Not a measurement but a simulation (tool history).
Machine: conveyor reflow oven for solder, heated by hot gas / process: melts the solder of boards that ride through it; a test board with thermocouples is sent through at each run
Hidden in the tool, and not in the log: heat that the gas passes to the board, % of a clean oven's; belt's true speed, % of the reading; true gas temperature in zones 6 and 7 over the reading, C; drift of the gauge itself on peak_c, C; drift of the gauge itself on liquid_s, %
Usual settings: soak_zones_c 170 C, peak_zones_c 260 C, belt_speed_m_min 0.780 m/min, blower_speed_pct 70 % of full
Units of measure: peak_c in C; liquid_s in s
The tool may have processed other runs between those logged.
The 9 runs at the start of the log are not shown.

| run | hour | soak_zones_c | peak_zones_c | belt_speed_m_min | blower_speed_pct | hours of work since the flux was cleaned out | hours of work since the belt drive was overhauled | hours of work since the thermocouples were changed | peak_c | liquid_s |
|---|---|---|---|---|---|---|---|---|---|---|
|  | 225.7 | thermocouples of zones 6 and 7 changed |
|  | 231.4 | flux residue cleaned out of gas plates and filters |
| 10 | 231.4 | 170 | 260 | 0.780 | 65 | 0 | 159 | 0 | 240.85 | 27.07 |
| 11 | 245.3 | 170 | 260 | 0.780 | 70 | 8 | 167 | 8 | 242.25 | 28.30 |
| 12 | 274.2 | 183 | 260 | 0.780 | 70 | 24 | 183 | 24 | 244.84 | 32.86 |
| 13 | 293.9 | 159 | 260 | 0.780 | 70 | 35 | 194 | 35 | 239.94 | 24.73 |
| 14 | 310.0 | 159 | 260 | 0.780 | 70 | 44 | 203 | 44 | 239.96 | 24.63 |
| 15 | 328.2 | 159 | 260 | 0.780 | 70 | 54 | 213 | 54 | 239.84 | 24.58 |
| 16 | 361.3 | 159 | 260 | 0.780 | 70 | 72 | 231 | 73 | 239.71 | 24.45 |
| 17 | 382.7 | 164 | 263 | 0.885 | 53 | 84 | 243 | 85 | 230.90 | 14.51 |
| 18 | 404.4 | 164 | 263 | 0.624 | 62 | 96 | 255 | 97 | 248.23 | 39.07 |
| 19 | 427.2 | 180 | 266 | 0.668 | 65 | 109 | 268 | 110 | 252.18 | 42.32 |
|  | 433.2 | belt drive overhauled, speed set with a stopwatch |
| 20 | 458.6 | 168 | 267 | 0.795 | 84 | 124 | 14 | 125 | 250.54 | 32.03 |
| 21 | 492.5 | 170 | 260 | 0.658 | 54 | 143 | 33 | 144 | 242.47 | 33.69 |
|  | 501.2 | belt drive overhauled, speed set with a stopwatch, once more |
| 22 | 512.0 | 170 | 249 | 0.780 | 64 | 152 | 6 | 152 | 230.58 | 18.89 |
| 23 | 532.8 | 166 | 260 | 0.780 | 55 | 164 | 18 | 164 | 235.17 | 21.21 |
| 24 | 563.8 | 170 | 252 | 0.780 | 70 | 181 | 35 | 181 | 234.60 | 22.89 |
| 25 | 592.9 | 160 | 262 | 0.932 | 70 | 197 | 51 | 198 | 233.45 | 15.51 |
|  | 617.3 | flux residue cleaned out of gas plates and filters |
| 26 | 628.2 | 161 | 260 | 0.918 | 70 | 6 | 68 | 214 | 234.27 | 16.90 |
| 27 | 661.9 | 161 | 260 | 0.918 | 70 | 25 | 87 | 233 | 234.25 | 16.79 |
| 28 | 682.5 | 161 | 260 | 0.918 | 70 | 36 | 98 | 245 | 234.15 | 16.72 |
| 29 | 703.4 | 161 | 260 | 0.918 | 70 | 48 | 110 | 256 | 234.08 | 16.59 |
| 30 | 718.8 | 161 | 260 | 0.918 | 70 | 57 | 119 | 265 | 233.97 | 16.56 |

Branching from run 30: 4 alternative next runs. What would each branch give?
| A | 739.7 | 170 | 260 | 0.918 | 70 | 68 | 130 | 277 | ? | ? |
| B | 739.7 | 167 | 260 | 0.863 | 69 | 68 | 130 | 277 | ? | ? |
| C | 739.7 | 170 | 268 | 0.651 | 70 | 68 | 130 | 277 | ? | ? |
| D | 739.7 | 161 | 257 | 0.918 | 70 | 68 | 130 | 277 | ? | ? |

| run | peak_c | liquid_s |
|---|---|---|
| A | 236.21 | 19.34 |
| B | 237.55 | 21.33 |
| C | 254.74 | 42.27 |
| D | 231.55 | 14.85 |
What these runs would have given with no unlogged condition in the tool:
| run | peak_c | liquid_s |
|---|---|---|
| A | 236.70 | 19.74 |
| B | 238.01 | 21.71 |
| C | 255.05 | 42.47 |
| D | 232.07 | 15.30 |

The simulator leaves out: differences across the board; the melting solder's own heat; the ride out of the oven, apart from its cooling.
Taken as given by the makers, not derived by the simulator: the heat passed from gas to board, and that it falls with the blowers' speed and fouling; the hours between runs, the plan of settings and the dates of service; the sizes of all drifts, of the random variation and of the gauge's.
